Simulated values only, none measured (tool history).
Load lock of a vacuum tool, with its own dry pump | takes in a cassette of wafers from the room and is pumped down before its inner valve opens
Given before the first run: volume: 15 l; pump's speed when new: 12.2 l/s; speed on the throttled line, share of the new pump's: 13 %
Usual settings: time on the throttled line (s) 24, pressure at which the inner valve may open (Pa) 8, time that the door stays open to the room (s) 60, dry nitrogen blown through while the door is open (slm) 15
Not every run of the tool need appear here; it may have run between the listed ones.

run      day  time on the throttled line (s)  pressure at which the inner valve may open (Pa)  time that the door stays open to the room (s)  dry nitrogen blown through while the door is open (slm)  incoming humidity of the room's air, %  time from the closed door until the inner valve may open (s)  rise of the pressure with all valves shut (Pa/min)
  1        0                              24                                                8                                             60                                                       15                                    46.3                                                         33.45                                               0.181
  2     22.9                              24                                                8                                             60                                                       15                                    43.1                                                          33.4                                               0.197
  3   46.458                              24                                                8                                             60                                                       15                                    46.3                                                         33.78                                               0.218
  4   64.604                              24                                                8                                             60                                                       15                                    47.3                                                         33.61                                               0.243
  5   82.754                              24                                                8                                             60                                                       15                                    45.1                                                         33.67                                               0.247
  6   94.125                              24                                                8                                             60                                                       15                                    48.2                                                         33.88                                               0.272
  7  116.275                              24                                                8                                             60                                                       15                                    46.5                                                         33.91                                               0.287
     128.308  -- dry pump taken out, an overhauled one fitted
  8  133.854                              24                                                8                                             60                                                       15                                    45.5                                                         32.84                                               0.305
  9  154.171                              24                                                8                                             60                                                       15                                    48.8                                                         32.71                                               0.329
 10  176.238                              24                                                8                                             60                                                       15                                    42.7                                                         32.98                                               0.337
 11  194.688                              24                                                8                                             60                                                       15                                    45.1                                                         32.86                                               0.358
 12  213.975                              23                                                6                                             52                                                       15                                    41.2                                                         32.39                                               0.374
 13  224.175                              18                                                8                                            103                                                       15                                    41.6                                                         27.78                                                0.41
 14  238.096                              24                                               10                                             81                                                       45                                      47                                                         32.58                                               0.406
 15  247.971                              24                                               10                                             81                                                       45                                    42.6                                                          32.6                                                 0.4
 16  262.458                              24                                               10                                             81                                                       45                                    39.8                                                         32.78                                               0.426
 17  286.525                              24                                               10                                             81                                                       45                                    44.4                                                         32.73                                               0.465
 18  309.671                              24                                                8                                             60                                                        5                                      45                                                         33.06                                               0.513
 19  324.812                              19                                                8                                             60                                                       13                                    49.6                                                         28.94                                               0.528
     331.067  -- door's seal changed, seat wiped
 20    346.8                              19                                                8                                             60                                                       13                                    49.1                                                         28.94                                               0.052
 21  366.088                              47                                                8                                             60                                                        6                                    45.3                                                         53.06                                               0.071
 22    383.6                              24                                                8                                             55                                                       38                                    50.2                                                         33.43                                               0.042

Per-run results on a tool with no hidden state, each run keeping its own random variation:
What the log doesn't record here: pump's speed, % of a new pump's; leak at the door's seal, Pa l/s; drift of the gauge itself on ready_s, %; drift of the gauge itself on rise_pa_min, %.
run  time from the closed door until the inner valve may open (s)  rise of the pressure with all valves shut (Pa/min)
  1                                                         32.69                                               0.045
  2                                                         32.58                                               0.042
  3                                                          32.9                                               0.045
  4                                                         32.68                                               0.051
  5                                                         32.69                                               0.041
  6                                                         32.87                                               0.056
  7                                                         32.84                                               0.052
  8                                                         32.82                                               0.053
  9                                                         32.64                                               0.055
 10                                                         32.86                                               0.045
 11                                                         32.71                                               0.046
 12                                                         32.18                                               0.036
 13                                                         27.53                                               0.063
 14                                                         32.33                                               0.042
 15                                                         32.33                                                0.03
 16                                                         32.48                                               0.029
 17                                                         32.37                                               0.033
 18                                                         32.63                                               0.059
 19                                                         28.45                                               0.048
 20                                                         28.39                                               0.049
 21                                                         52.66                                               0.063
 22                                                         32.82                                               0.029

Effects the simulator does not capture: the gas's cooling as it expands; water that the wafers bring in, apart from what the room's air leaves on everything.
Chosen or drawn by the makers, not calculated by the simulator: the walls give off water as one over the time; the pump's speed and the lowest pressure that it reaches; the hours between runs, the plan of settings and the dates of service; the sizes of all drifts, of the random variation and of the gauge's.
